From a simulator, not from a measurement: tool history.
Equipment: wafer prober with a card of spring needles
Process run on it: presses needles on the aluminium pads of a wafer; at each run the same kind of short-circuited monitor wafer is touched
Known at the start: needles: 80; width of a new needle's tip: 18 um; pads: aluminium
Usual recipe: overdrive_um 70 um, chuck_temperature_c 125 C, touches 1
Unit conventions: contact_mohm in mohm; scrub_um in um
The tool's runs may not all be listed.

run 1 day=0.000 | overdrive_um=70 chuck_temperature_c=125 touches=1 | contact_mohm=251 scrub_um=10.72
-- day=0.088 tips cleaned on abrasive film
-- day=0.454 tips cleaned on abrasive film
run 2 day=0.771 | overdrive_um=70 chuck_temperature_c=125 touches=1 | contact_mohm=256 scrub_um=10.74
-- day=0.850 tips cleaned on abrasive film
-- day=1.229 tips cleaned on abrasive film
run 3 day=1.488 | overdrive_um=70 chuck_temperature_c=125 touches=1 | contact_mohm=254 scrub_um=10.64
-- day=1.612 tips cleaned on abrasive film
-- day=1.962 tips cleaned on abrasive film
run 4 day=1.996 | overdrive_um=70 chuck_temperature_c=125 touches=1 | contact_mohm=234 scrub_um=10.66
-- day=2.367 tips cleaned on abrasive film
run 5 day=2.633 | overdrive_um=70 chuck_temperature_c=39 touches=1 | contact_mohm=237 scrub_um=10.79
-- day=2.779 tips cleaned on abrasive film
-- day=3.150 tips cleaned on abrasive film
run 6 day=3.200 | overdrive_um=70 chuck_temperature_c=39 touches=1 | contact_mohm=219 scrub_um=10.72
-- day=3.558 tips cleaned on abrasive film
-- day=3.979 tips cleaned on abrasive film
run 7 day=4.088 | overdrive_um=70 chuck_temperature_c=39 touches=1 | contact_mohm=225 scrub_um=10.46

Forecast run 8:
-- day=4.325 tips cleaned on abrasive film
-- day=4.742 tips cleaned on abrasive film
run 8 day=4.746 | overdrive_um=68 chuck_temperature_c=125 touches=3 | contact_mohm=? scrub_um=?

Run 8 produced contact_mohm 232 mohm, scrub_um 10.09 um.
The same run, on a tool lacking any hidden state, would have yielded contact_mohm 228 mohm, scrub_um 10.92 um.
